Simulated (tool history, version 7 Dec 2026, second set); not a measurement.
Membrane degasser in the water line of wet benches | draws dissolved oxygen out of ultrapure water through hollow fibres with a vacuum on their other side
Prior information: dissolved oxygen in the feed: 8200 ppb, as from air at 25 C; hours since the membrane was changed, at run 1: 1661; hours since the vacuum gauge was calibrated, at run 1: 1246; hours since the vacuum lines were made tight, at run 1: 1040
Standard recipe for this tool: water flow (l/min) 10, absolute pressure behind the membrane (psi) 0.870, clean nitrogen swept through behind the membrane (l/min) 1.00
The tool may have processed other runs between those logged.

| run | hour | water flow (l/min) | absolute pressure behind the membrane (psi) | clean nitrogen swept through behind the membrane (l/min) | hours since the membrane was changed | hours since the vacuum gauge was calibrated | hours since the vacuum lines were made tight | dissolved oxygen in the water behind the degasser (ppb) | pressure that the water loses in the fibres (psi) |
|---|---|---|---|---|---|---|---|---|---|
| 1 | 0.0 | 10 | 0.870 | 1.00 | 1661 | 1246 | 1040 | 134.8 | 6.969 |
| 2 | 49.3 | 10 | 0.870 | 0.79 | 1710 | 1296 | 1089 | 152.1 | 6.957 |
| 3 | 149.9 | 10 | 0.870 | 0.79 | 1811 | 1396 | 1190 | 151.3 | 7.007 |
| 4 | 252.2 | 10 | 0.870 | 2.65 | 1913 | 1499 | 1292 | 97.6 | 6.998 |
| 5 | 311.0 | 10 | 0.870 | 2.65 | 1972 | 1557 | 1351 | 95.3 | 6.994 |
| 6 | 396.5 | 10 | 0.870 | 2.65 | 2057 | 1643 | 1436 | 96.4 | 7.001 |
| 7 | 451.0 | 10 | 0.870 | 2.65 | 2112 | 1697 | 1491 | 95.3 | 7.023 |
| 8 | 524.8 | 10 | 0.870 | 2.65 | 2186 | 1771 | 1565 | 96.6 | 7.072 |
| 9 | 611.9 | 14 | 0.870 | 2.65 | 2273 | 1858 | 1652 | 238.2 | 9.816 |
| 10 | 718.3 | 14 | 0.870 | 2.65 | 2379 | 1965 | 1758 | 239.2 | 9.905 |
| 11 | 797.5 | 10 | 1.160 | 1.00 | 2458 | 2044 | 1837 | 180.1 | 7.037 |
| 12 | 861.5 | 15 | 0.870 | 1.00 | 2522 | 2108 | 1901 | 334.5 | 10.602 |
| 13 | 916.4 | 15 | 0.870 | 1.00 | 2577 | 2163 | 1956 | 339.3 | 10.583 |
| 14 | 976.1 | 15 | 0.788 | 1.00 | 2637 | 2222 | 2016 | 315.2 | 10.614 |
| 15 | 1021.4 | 15 | 0.788 | 1.00 | 2682 | 2268 | 2061 | 321.5 | 10.702 |
| 16 | 1076.0 | 15 | 2.051 | 1.00 | 2737 | 2322 | 2116 | 587.4 | 10.639 |
| 17 | 1120.5 | 12 | 1.273 | 2.60 | 2782 | 2367 | 2160 | 189.1 | 8.525 |
| 18 | 1190.8 | 12 | 1.273 | 2.60 | 2852 | 2437 | 2231 | 192.5 | 8.463 |
| 19 | 1253.7 | 6 | 1.707 | 1.67 | 2915 | 2500 | 2293 | 83.9 | 4.290 |
| 20 | 1324.8 | 6 | 1.707 | 1.67 | 2986 | 2571 | 2365 | 81.4 | 4.273 |
| 21 | 1416.0 | 6 | 2.077 | 1.06 | 3077 | 2662 | 2456 | 158.2 | 4.257 |
| 22 | 1493.9 | 6 | 2.077 | 1.06 | 3155 | 2740 | 2534 | 156.5 | 4.226 |
| 23 | 1541.7 | 14 | 1.162 | 0.70 | 3203 | 2788 | 2581 | 409.3 | 9.958 |
| 24 | 1608.8 | 7 | 1.162 | 0.70 | 3270 | 2855 | 2649 | 128.5 | 4.973 |
| 25 | 1665.3 | 12 | 1.162 | 2.34 | 3326 | 2912 | 2705 | 185.6 | 8.563 |
| 26 | 1728.6 | 7 | 0.709 | 0.98 | 3390 | 2975 | 2768 | 45.2 | 4.950 |
| 27 | 1783.8 | 16 | 1.301 | 1.17 | 3445 | 3030 | 2824 | 458.1 | 11.526 |
| 28 | 1889.5 | 10 | 0.870 | 2.83 | 3550 | 3136 | 2929 | 95.2 | 7.114 |
| 29 | 1964.1 | 10 | 1.550 | 2.83 | 3625 | 3210 | 3004 | 135.0 | 7.155 |
| 30 | 2047.0 | 10 | 0.667 | 2.08 | 3708 | 3293 | 3087 | 86.7 | 7.179 |

Consider 5 possible next runs. They are alternatives, not a sequence: every one starts from the tool as it was left by run 30. What does each give?
|  | 2110.6 | gauge calibrated |
| A | 2126.9 | 10 | 0.667 | 2.20 | 3788 | 3373 | 3167 | ? | ? |
|  | 2110.6 | gauge calibrated |
| B | 2126.9 | 14 | 0.870 | 1.00 | 3788 | 3373 | 3167 | ? | ? |
|  | 2110.6 | gauge calibrated |
| C | 2126.9 | 13 | 0.667 | 2.08 | 3788 | 3373 | 3167 | ? | ? |
|  | 2110.6 | gauge calibrated |
| D | 2126.9 | 11 | 0.667 | 2.08 | 3788 | 3373 | 3167 | ? | ? |
|  | 2110.6 | gauge calibrated |
| E | 2126.9 | 9 | 0.667 | 0.95 | 3788 | 3373 | 3167 | ? | ? |

| run | dissolved oxygen in the water behind the degasser (ppb) | pressure that the water loses in the fibres (psi) |
|---|---|---|
| A | 84.7 | 7.023 |
| B | 287.9 | 9.777 |
| C | 184.3 | 9.042 |
| D | 115.8 | 7.691 |
| E | 79.6 | 6.296 |
Had the tool no hidden state, the same runs would have come out as:
| run | dissolved oxygen in the water behind the degasser (ppb) | pressure that the water loses in the fibres (psi) |
|---|---|---|
| A | 84.6 | 7.020 |
| B | 287.6 | 9.773 |
| C | 184.1 | 9.037 |
| D | 115.7 | 7.687 |
| E | 79.5 | 6.292 |
